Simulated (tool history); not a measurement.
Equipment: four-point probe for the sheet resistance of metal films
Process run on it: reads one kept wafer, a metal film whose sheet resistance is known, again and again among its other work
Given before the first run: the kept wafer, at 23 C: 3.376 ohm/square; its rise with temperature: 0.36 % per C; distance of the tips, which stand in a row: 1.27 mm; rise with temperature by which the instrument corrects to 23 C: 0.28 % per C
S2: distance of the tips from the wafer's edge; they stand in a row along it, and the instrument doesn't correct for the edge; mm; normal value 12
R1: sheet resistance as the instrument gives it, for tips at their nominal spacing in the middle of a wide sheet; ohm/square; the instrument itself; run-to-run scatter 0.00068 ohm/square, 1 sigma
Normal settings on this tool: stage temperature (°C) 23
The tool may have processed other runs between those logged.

Run 1, hour 0: usual settings. Result: R1 3.404776 ohm/square.
Run 2, hour 57.3: usual settings but S2 11 mm. Result: R1 3.408552 ohm/square.
Run 3, hour 101.6: usual settings but S2 11 mm. Result: R1 3.407673 ohm/square.
Run 4, hour 163.4: usual settings but stage temperature (°C) 24, S2 11 mm. Result: R1 3.412466 ohm/square.
Run 5, hour 200.8: usual settings but stage temperature (°C) 24, S2 11 mm. Result: R1 3.41412 ohm/square.
Run 6, hour 266: usual settings. Result: R1 3.406846 ohm/square.
Run 7, hour 317.8: usual settings but stage temperature (°C) 19. Result: R1 3.39389 ohm/square.

Expected results for the next run?
Run 8, hour 374.8: usual settings but stage temperature (°C) 22, S2 48 mm. Result: R1 ?.

{"run 8": {"R1": 3.38653}}
On a tool with no hidden condition, and with the same random variation, this run would have come out at R1 3.374297 ohm/square.
